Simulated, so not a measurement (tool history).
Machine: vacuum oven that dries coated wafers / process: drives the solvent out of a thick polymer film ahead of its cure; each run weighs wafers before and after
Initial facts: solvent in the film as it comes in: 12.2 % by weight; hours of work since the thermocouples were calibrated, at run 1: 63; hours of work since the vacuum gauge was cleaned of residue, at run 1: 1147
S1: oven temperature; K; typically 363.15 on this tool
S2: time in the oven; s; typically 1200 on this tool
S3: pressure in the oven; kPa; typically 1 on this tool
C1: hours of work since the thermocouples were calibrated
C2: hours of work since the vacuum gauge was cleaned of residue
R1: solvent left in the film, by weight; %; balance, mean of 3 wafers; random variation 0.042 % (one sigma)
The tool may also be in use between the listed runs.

{"run": 1, "hour": 0.0, "S1": 363.15, "S2": 1200, "S3": 1, "C1": 63, "C2": 1147, "R1": 0.81}
{"run": 2, "hour": 84.8, "S1": 363.15, "S2": 780, "S3": 1, "C1": 123, "C2": 1207, "R1": 1.69}
{"run": 3, "hour": 199.5, "S1": 363.15, "S2": 780, "S3": 1, "C1": 204, "C2": 1288, "R1": 1.78}
{"run": 4, "hour": 286.8, "S1": 363.15, "S2": 780, "S3": 1, "C1": 265, "C2": 1349, "R1": 1.81}
{"run": 5, "hour": 344.1, "S1": 363.15, "S2": 780, "S3": 1, "C1": 306, "C2": 1390, "R1": 1.77}
{"run": 6, "hour": 440.0, "S1": 363.15, "S2": 780, "S3": 1, "C1": 373, "C2": 1457, "R1": 1.85}
{"run": 7, "hour": 551.3, "S1": 363.15, "S2": 1200, "S3": 1, "C1": 452, "C2": 1536, "R1": 0.92}
{"run": 8, "hour": 677.8, "S1": 363.15, "S2": 1200, "S3": 1, "C1": 541, "C2": 1625, "R1": 0.92}
{"run": 9, "hour": 733.9, "S1": 363.15, "S2": 1200, "S3": 1, "C1": 581, "C2": 1665, "R1": 0.94}
{"run": 10, "hour": 809.2, "S1": 353.15, "S2": 1200, "S3": 1, "C1": 634, "C2": 1718, "R1": 2.85}
{"run": 11, "hour": 887.5, "S1": 363.15, "S2": 1200, "S3": 1.98, "C1": 690, "C2": 1774, "R1": 1.22}
{"run": 12, "hour": 952.2, "S1": 363.15, "S2": 1200, "S3": 0.77, "C1": 735, "C2": 1819, "R1": 1.02}
{"run": 13, "hour": 1029.0, "S1": 363.15, "S2": 1200, "S3": 0.77, "C1": 789, "C2": 1873, "R1": 1.02}
{"run": 14, "hour": 1143.3, "S1": 363.15, "S2": 1200, "S3": 0.77, "C1": 870, "C2": 1954, "R1": 0.99}
{"run": 15, "hour": 1260.8, "S1": 363.15, "S2": 1200, "S3": 0.77, "C1": 953, "C2": 2037, "R1": 0.99}
{"run": 16, "hour": 1371.3, "S1": 363.15, "S2": 1200, "S3": 0.77, "C1": 1031, "C2": 2115, "R1": 1.08}
{"hour": 1437.5, "done": "oven's thermocouples calibrated"}
{"run": 17, "hour": 1471.8, "S1": 367.15, "S2": 1920, "S3": 3.31, "C1": 24, "C2": 2185, "R1": 0.83}
{"run": 18, "hour": 1593.7, "S1": 367.15, "S2": 1920, "S3": 3.31, "C1": 110, "C2": 2271, "R1": 0.92}
{"run": 19, "hour": 1654.7, "S1": 372.15, "S2": 840, "S3": 1, "C1": 153, "C2": 2314, "R1": 0.57}
{"run": 20, "hour": 1771.9, "S1": 375.15, "S2": 1020, "S3": 3.85, "C1": 236, "C2": 2397, "R1": 0.77}
{"run": 21, "hour": 1873.0, "S1": 350.15, "S2": 1020, "S3": 3.68, "C1": 308, "C2": 2468, "R1": 4.86}
{"run": 22, "hour": 1987.6, "S1": 354.15, "S2": 660, "S3": 0.69, "C1": 388, "C2": 2549, "R1": 4.59}
{"run": 23, "hour": 2110.6, "S1": 372.15, "S2": 780, "S3": 0.51, "C1": 475, "C2": 2636, "R1": 0.7}
{"run": 24, "hour": 2199.0, "S1": 377.15, "S2": 780, "S3": 3.33, "C1": 538, "C2": 2698, "R1": 0.82}
{"run": 25, "hour": 2310.3, "S1": 365.15, "S2": 600, "S3": 1.99, "C1": 616, "C2": 2777, "R1": 2.63}
{"run": 26, "hour": 2408.3, "S1": 353.15, "S2": 780, "S3": 1.99, "C1": 686, "C2": 2846, "R1": 4.73}
{"run": 27, "hour": 2516.4, "S1": 353.15, "S2": 780, "S3": 1.99, "C1": 762, "C2": 2923, "R1": 4.77}
{"run": 28, "hour": 2633.9, "S1": 348.15, "S2": 780, "S3": 1, "C1": 845, "C2": 3006, "R1": 5.84}
{"run": 29, "hour": 2740.4, "S1": 376.15, "S2": 1200, "S3": 1.88, "C1": 920, "C2": 3081, "R1": 0.56}
{"run": 30, "hour": 2820.3, "S1": 370.15, "S2": 2160, "S3": 1.67, "C1": 977, "C2": 3137, "R1": 0.53}
{"run": 31, "hour": 2874.5, "S1": 370.15, "S2": 2160, "S3": 1.67, "C1": 1015, "C2": 3175, "R1": 0.51}

How the hidden state differs across the entries between the runs, from the last listed run before each to the first after it:
After run 16, before run 17: oven's thermocouples calibrated (hour 1437.5)
  true wafer temperature over the reading, C: -2.13 -> -0.3; true pressure over the reading, kPa: 0.811 -> 0.838
  difference, measured minus the result without the unlogged condition, R1: +0.42 -> +0.17 %
